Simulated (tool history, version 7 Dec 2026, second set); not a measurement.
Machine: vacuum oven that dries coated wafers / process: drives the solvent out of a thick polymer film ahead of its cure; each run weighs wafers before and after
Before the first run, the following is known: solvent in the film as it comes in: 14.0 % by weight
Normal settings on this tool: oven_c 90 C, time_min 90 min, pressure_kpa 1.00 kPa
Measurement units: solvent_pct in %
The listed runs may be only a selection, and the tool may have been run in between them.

Run 1, hour 0.0: usual settings. Result: solvent_pct 2.73 %.
Run 2, hour 49.3: usual settings. Result: solvent_pct 2.68 %.
Run 3, hour 150.2: usual settings. Result: solvent_pct 2.59 %.
Run 4, hour 238.1: usual settings. Result: solvent_pct 2.58 %.
Run 5, hour 315.4: usual settings. Result: solvent_pct 2.68 %.
Run 6, hour 384.2: usual settings. Result: solvent_pct 2.52 %.
Run 7, hour 435.9: usual settings. Result: solvent_pct 2.57 %.
Run 8, hour 528.8: usual settings. Result: solvent_pct 2.73 %.
Run 9, hour 608.3: usual settings but time_min 45 min. Result: solvent_pct 5.29 %.
Run 10, hour 666.7: usual settings but oven_c 81 C. Result: solvent_pct 4.96 %.
Run 11, hour 722.9: usual settings but oven_c 97 C. Result: solvent_pct 1.26 %.
Run 12, hour 828.8: usual settings but oven_c 97 C. Result: solvent_pct 1.23 %.
Run 13, hour 881.9: usual settings but oven_c 97 C. Result: solvent_pct 1.25 %.
Run 14, hour 961.4: usual settings but oven_c 97 C. Result: solvent_pct 1.23 %.
Run 15, hour 1023.1: usual settings but oven_c 97 C, time_min 127 min. Result: solvent_pct 0.68 %.
Run 16, hour 1136.7: usual settings but oven_c 97 C, time_min 127 min. Result: solvent_pct 0.61 %.
At hour 1193.6: oven's thermocouples calibrated.
Run 17, hour 1237.2: usual settings. Result: solvent_pct 2.92 %.
Run 18, hour 1290.3: usual settings. Result: solvent_pct 3.00 %.
Run 19, hour 1387.2: usual settings. Result: solvent_pct 3.02 %.
Run 20, hour 1451.9: usual settings but time_min 84 min. Result: solvent_pct 3.23 %.
Run 21, hour 1549.6: usual settings but oven_c 92 C. Result: solvent_pct 2.55 %.
Run 22, hour 1668.6: usual settings but oven_c 92 C. Result: solvent_pct 2.47 %.
Run 23, hour 1757.4: usual settings but time_min 78 min, pressure_kpa 0.74 kPa. Result: solvent_pct 3.49 %.
Run 24, hour 1863.0: usual settings but time_min 78 min, pressure_kpa 0.74 kPa. Result: solvent_pct 3.29 %.
Run 25, hour 1978.4: usual settings but oven_c 103 C, time_min 53 min, pressure_kpa 1.95 kPa. Result: solvent_pct 2.03 %.
Run 26, hour 2033.7: usual settings but oven_c 83 C, time_min 77 min. Result: solvent_pct 5.29 %.
Run 27, hour 2151.2: usual settings but oven_c 98 C, time_min 53 min, pressure_kpa 1.08 kPa. Result: solvent_pct 3.00 %.
Run 28, hour 2248.0: usual settings but time_min 108 min. Result: solvent_pct 2.20 %.
Run 29, hour 2319.4: usual settings but oven_c 87 C, time_min 104 min. Result: solvent_pct 3.00 %.
Run 30, hour 2395.3: usual settings but oven_c 78 C, time_min 61 min, pressure_kpa 3.89 kPa. Result: solvent_pct 8.14 %.
Run 31, hour 2465.0: usual settings but time_min 105 min, pressure_kpa 0.66 kPa. Result: solvent_pct 2.17 %.
Run 32, hour 2542.3: usual settings but time_min 105 min, pressure_kpa 0.66 kPa. Result: solvent_pct 2.21 %.
Run 33, hour 2629.8: usual settings but time_min 144 min, pressure_kpa 3.40 kPa. Result: solvent_pct 2.05 %.
Run 34, hour 2728.7: usual settings but time_min 144 min, pressure_kpa 3.40 kPa. Result: solvent_pct 2.00 %.
Run 35, hour 2824.2: usual settings but oven_c 104 C, time_min 58 min. Result: solvent_pct 1.37 %.
At hour 2834.5: vacuum gauge cleaned of residue and calibrated.
Run 36, hour 2938.0: usual settings but oven_c 104 C, time_min 58 min. Result: solvent_pct 1.13 %.
Run 37, hour 2992.9: usual settings but oven_c 104 C, pressure_kpa 0.70 kPa. Result: solvent_pct 0.44 %.
Run 38, hour 3070.1: usual settings but oven_c 89 C. Result: solvent_pct 2.90 %.
Run 39, hour 3147.9: usual settings but oven_c 85 C, time_min 57 min, pressure_kpa 1.13 kPa. Result: solvent_pct 5.60 %.
Run 40, hour 3201.8: usual settings but time_min 57 min. Result: solvent_pct 4.32 %.
Run 41, hour 3311.6: usual settings but time_min 57 min. Result: solvent_pct 4.37 %.
Run 42, hour 3416.0: usual settings but time_min 57 min. Result: solvent_pct 4.30 %.
At hour 3479.5: oven's thermocouples calibrated.
Run 43, hour 3529.1: usual settings but time_min 57 min. Result: solvent_pct 4.68 %.
Run 44, hour 3604.5: usual settings but oven_c 79 C, time_min 96 min, pressure_kpa 1.83 kPa. Result: solvent_pct 5.71 %.

Predict each of these 3 candidate next runs independently; none follows another, all start after run 44:
Run A, hour 3712.2: usual settings but oven_c 91 C, time_min 58 min, pressure_kpa 0.82 kPa. Result: solvent_pct ?.
Run B, hour 3712.2: usual settings but oven_c 79 C, time_min 96 min, pressure_kpa 0.91 kPa. Result: solvent_pct ?.
Run C, hour 3712.2: usual settings but oven_c 96 C, pressure_kpa 3.44 kPa. Result: solvent_pct ?.

run  solvent_pct
  A         4.28
  B         5.45
  C         2.15
Without the tool's hidden state the same runs would have given:
run  solvent_pct
  A         4.28
  B         5.43
  C         2.13
